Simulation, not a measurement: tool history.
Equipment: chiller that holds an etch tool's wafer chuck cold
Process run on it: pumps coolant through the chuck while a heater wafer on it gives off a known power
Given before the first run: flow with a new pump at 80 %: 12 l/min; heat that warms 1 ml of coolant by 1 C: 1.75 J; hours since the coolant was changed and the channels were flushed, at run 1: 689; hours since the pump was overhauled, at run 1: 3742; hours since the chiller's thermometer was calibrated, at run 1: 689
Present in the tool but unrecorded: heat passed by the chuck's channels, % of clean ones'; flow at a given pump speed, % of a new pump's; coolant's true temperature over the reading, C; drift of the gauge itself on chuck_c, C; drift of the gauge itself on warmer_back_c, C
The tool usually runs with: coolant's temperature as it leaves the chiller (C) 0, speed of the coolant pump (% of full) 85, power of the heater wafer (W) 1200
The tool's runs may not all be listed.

| run | hour | coolant's temperature as it leaves the chiller (C) | speed of the coolant pump (% of full) | power of the heater wafer (W) | hours since the coolant was changed and the channels were flushed | hours since the pump was overhauled | hours since the chiller's thermometer was calibrated | chuck's temperature once it has settled (C) | how much warmer the coolant comes back (C) |
|---|---|---|---|---|---|---|---|---|---|
| 1 | 0.0 | 0 | 85 | 1200 | 689 | 3742 | 689 | 12.6 | 3.24 |
| 2 | 71.3 | 0 | 85 | 1200 | 760 | 3813 | 760 | 12.7 | 3.31 |
| 3 | 161.0 | 0 | 85 | 1200 | 850 | 3903 | 850 | 12.6 | 3.21 |
| 4 | 225.4 | 0 | 85 | 1200 | 914 | 3967 | 914 | 12.6 | 3.26 |
| 5 | 331.4 | 0 | 85 | 794 | 1020 | 4073 | 1020 | 8.4 | 2.11 |
| 6 | 406.7 | 0 | 85 | 794 | 1095 | 4149 | 1095 | 8.4 | 2.13 |
| 7 | 477.9 | 0 | 85 | 794 | 1166 | 4220 | 1166 | 8.4 | 2.19 |
| 8 | 527.6 | -4 | 85 | 794 | 1216 | 4269 | 1216 | 4.5 | 2.16 |
| 9 | 625.6 | 2 | 90 | 1438 | 1314 | 4367 | 1314 | 16.7 | 3.64 |
| 10 | 692.5 | -2 | 77 | 1758 | 1381 | 4434 | 1381 | 17.3 | 5.21 |
| 11 | 752.2 | 0 | 60 | 836 | 1441 | 4494 | 1441 | 10.1 | 3.18 |
| 12 | 801.4 | 0 | 60 | 836 | 1490 | 4543 | 1490 | 10.3 | 3.24 |
| 13 | 909.4 | -8 | 85 | 1200 | 1598 | 4651 | 1598 | 4.6 | 3.21 |
| 14 | 999.0 | 0 | 92 | 1497 | 1688 | 4741 | 1688 | 15.1 | 3.77 |
| 15 | 1071.3 | 6 | 73 | 1356 | 1760 | 4813 | 1760 | 21.5 | 4.23 |

Predict each of these 4 candidate next runs independently; none follows another, all start after run 15:
| A | 1130.3 | 0 | 63 | 609 | 1819 | 4872 | 1819 | ? | ? |
| B | 1130.3 | -4 | 73 | 1356 | 1819 | 4872 | 1819 | ? | ? |
| C | 1130.3 | -7 | 85 | 1187 | 1819 | 4872 | 1819 | ? | ? |
| D | 1130.3 | 6 | 95 | 1356 | 1819 | 4872 | 1819 | ? | ? |

| run | chuck's temperature once it has settled (C) | how much warmer the coolant comes back (C) |
|---|---|---|
| A | 7.4 | 2.24 |
| B | 11.5 | 4.24 |
| C | 5.4 | 3.20 |
| D | 19.7 | 3.32 |
Had the tool no hidden state, the same runs would have come out as:
| run | chuck's temperature once it has settled (C) | how much warmer the coolant comes back (C) |
|---|---|---|
| A | 7.4 | 2.24 |
| B | 11.5 | 4.23 |
| C | 5.4 | 3.19 |
| D | 19.7 | 3.32 |
